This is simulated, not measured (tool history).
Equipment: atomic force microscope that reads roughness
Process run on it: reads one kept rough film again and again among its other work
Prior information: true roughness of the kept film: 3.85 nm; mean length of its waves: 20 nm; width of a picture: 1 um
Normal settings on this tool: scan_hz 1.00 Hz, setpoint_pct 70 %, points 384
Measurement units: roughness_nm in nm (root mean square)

Run 1, day 0.000: usual settings. Result: roughness_nm 2.741 nm (root mean square).
Run 2, day 0.983: usual settings. Result: roughness_nm 2.664 nm (root mean square).
Run 3, day 3.238: usual settings. Result: roughness_nm 2.466 nm (root mean square).
Run 4, day 4.892: usual settings but points 385. Result: roughness_nm 2.320 nm (root mean square).
Run 5, day 7.212: usual settings but points 385. Result: roughness_nm 2.175 nm (root mean square).
Run 6, day 9.488: usual settings but scan_hz 0.56 Hz. Result: roughness_nm 2.061 nm (root mean square).
Run 7, day 11.217: usual settings but scan_hz 0.56 Hz. Result: roughness_nm 1.967 nm (root mean square).
At day 12.854: new tip fitted.
Run 8, day 12.883: usual settings. Result: roughness_nm 2.778 nm (root mean square).
At day 13.112: height scale calibrated on a step standard.
Run 9, day 15.038: usual settings. Result: roughness_nm 2.536 nm (root mean square).
Run 10, day 16.150: usual settings but setpoint_pct 61 %. Result: roughness_nm 2.519 nm (root mean square).
Run 11, day 17.150: usual settings. Result: roughness_nm 2.396 nm (root mean square).
Run 12, day 18.171: usual settings. Result: roughness_nm 2.281 nm (root mean square).
Run 13, day 20.162: usual settings but scan_hz 0.88 Hz. Result: roughness_nm 2.172 nm (root mean square).
Run 14, day 21.638: usual settings but setpoint_pct 71 %. Result: roughness_nm 2.069 nm (root mean square).
At day 22.192: height scale calibrated on a step standard, once more.
Run 15, day 23.125: usual settings but points 509. Result: roughness_nm 2.022 nm (root mean square).
Run 16, day 25.367: usual settings but scan_hz 0.97 Hz, setpoint_pct 69 %, points 447. Result: roughness_nm 1.921 nm (root mean square).
At day 25.721: new tip fitted.
Run 17, day 27.154: usual settings but scan_hz 0.97 Hz, setpoint_pct 69 %, points 447. Result: roughness_nm 2.694 nm (root mean square).
Run 18, day 28.417: usual settings but scan_hz 1.77 Hz, points 744. Result: roughness_nm 2.507 nm (root mean square).
Run 19, day 29.483: usual settings but scan_hz 0.80 Hz, points 744. Result: roughness_nm 2.524 nm (root mean square).
Run 20, day 30.804: usual settings but scan_hz 0.80 Hz, points 378. Result: roughness_nm 2.393 nm (root mean square).
Run 21, day 32.075: usual settings but scan_hz 1.19 Hz. Result: roughness_nm 2.245 nm (root mean square).
Run 22, day 33.896: usual settings but setpoint_pct 67 %, points 513. Result: roughness_nm 2.186 nm (root mean square).
Run 23, day 35.104: usual settings but scan_hz 3.35 Hz, setpoint_pct 63 %, points 513. Result: roughness_nm 1.968 nm (root mean square).
Run 24, day 37.075: usual settings but scan_hz 1.56 Hz, setpoint_pct 62 %, points 861. Result: roughness_nm 1.970 nm (root mean square).
At day 38.583: new tip fitted.
Run 25, day 38.717: usual settings but scan_hz 1.75 Hz, setpoint_pct 83 %, points 374. Result: roughness_nm 2.512 nm (root mean square).
Run 26, day 39.875: usual settings but points 390. Result: roughness_nm 2.705 nm (root mean square).
Run 27, day 40.850: usual settings but setpoint_pct 66 %, points 951. Result: roughness_nm 2.677 nm (root mean square).
Run 28, day 43.158: usual settings but setpoint_pct 77 %, points 281. Result: roughness_nm 2.274 nm (root mean square).

Predict the results of run 29:
Run 29, day 45.275: usual settings but setpoint_pct 57 %, points 611. Result: roughness_nm ?.

{"run 29": {"roughness_nm": 2.304}}
On a tool with no hidden condition, and with the same random variation, this run would have come out at roughness_nm 2.957 nm (root mean square).

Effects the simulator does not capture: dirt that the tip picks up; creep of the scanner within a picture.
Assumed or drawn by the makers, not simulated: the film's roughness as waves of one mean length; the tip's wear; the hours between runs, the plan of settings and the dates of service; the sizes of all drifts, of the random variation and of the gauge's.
